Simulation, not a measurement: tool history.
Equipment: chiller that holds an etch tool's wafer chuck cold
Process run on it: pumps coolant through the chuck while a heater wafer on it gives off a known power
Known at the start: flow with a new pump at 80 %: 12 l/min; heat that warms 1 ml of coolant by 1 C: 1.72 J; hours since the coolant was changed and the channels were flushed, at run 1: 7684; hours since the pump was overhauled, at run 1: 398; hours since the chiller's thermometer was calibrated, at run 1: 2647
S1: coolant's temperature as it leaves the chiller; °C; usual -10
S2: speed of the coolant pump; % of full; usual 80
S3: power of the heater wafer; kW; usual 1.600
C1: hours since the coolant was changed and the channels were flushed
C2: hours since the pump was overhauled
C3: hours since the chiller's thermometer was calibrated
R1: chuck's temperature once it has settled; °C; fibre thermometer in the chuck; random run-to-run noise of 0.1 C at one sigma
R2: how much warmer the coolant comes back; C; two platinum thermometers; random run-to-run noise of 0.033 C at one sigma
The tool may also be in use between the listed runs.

{"run": 1, "hour": 0.0, "S1": -10, "S2": 80, "S3": 1.6, "C1": 7684, "C2": 398, "C3": 2647, "R1": 6.2, "R2": 4.73}
{"run": 2, "hour": 16.0, "S1": -10, "S2": 80, "S3": 1.6, "C1": 7700, "C2": 414, "C3": 2663, "R1": 6.1, "R2": 4.67}
{"run": 3, "hour": 46.8, "S1": -10, "S2": 80, "S3": 1.6, "C1": 7730, "C2": 445, "C3": 2694, "R1": 6.3, "R2": 4.66}
{"run": 4, "hour": 80.3, "S1": -10, "S2": 80, "S3": 1.6, "C1": 7764, "C2": 478, "C3": 2727, "R1": 6.0, "R2": 4.74}
{"run": 5, "hour": 107.6, "S1": -10, "S2": 80, "S3": 1.6, "C1": 7791, "C2": 505, "C3": 2755, "R1": 6.3, "R2": 4.75}
{"run": 6, "hour": 124.8, "S1": -10, "S2": 80, "S3": 1.22, "C1": 7808, "C2": 523, "C3": 2772, "R1": 2.2, "R2": 3.62}
{"run": 7, "hour": 142.1, "S1": -19, "S2": 61, "S3": 1.223, "C1": 7826, "C2": 540, "C3": 2789, "R1": -4.0, "R2": 4.72}
{"hour": 146.1, "done": "chiller's thermometer calibrated"}
{"run": 8, "hour": 161.2, "S1": -19, "S2": 61, "S3": 1.223, "C1": 7844, "C2": 558, "C3": 15, "R1": -3.7, "R2": 4.78}
{"run": 9, "hour": 191.9, "S1": -10, "S2": 86, "S3": 2.201, "C1": 7875, "C2": 589, "C3": 46, "R1": 11.6, "R2": 5.99}
{"run": 10, "hour": 221.6, "S1": -10, "S2": 86, "S3": 2.201, "C1": 7904, "C2": 618, "C3": 75, "R1": 11.5, "R2": 6.07}
{"run": 11, "hour": 248.9, "S1": -6, "S2": 62, "S3": 1.6, "C1": 7931, "C2": 646, "C3": 103, "R1": 14.2, "R2": 6.05}

How would selected steps in R1 from run to run divide? Give the signed amount a tool lacking its hidden state would still show from settings, what came in and random variation, and the signed amount left for the hidden state, including any gauge scatter that is not in both of the compared results.
Hidden state at play: heat passed by the chuck's channels, % of clean ones'; flow at a given pump speed, % of a new pump's; coolant's true temperature over the reading, C; drift of the gauge itself on chuck_c, C; drift of the gauge itself on warmer_back_c, C.
Run 8 -> 9: S1 -19 -> -10, S2 61 -> 86, S3 1.223 -> 2.201. R1 +15.3 °C: hidden state +0.5, all else +14.8.
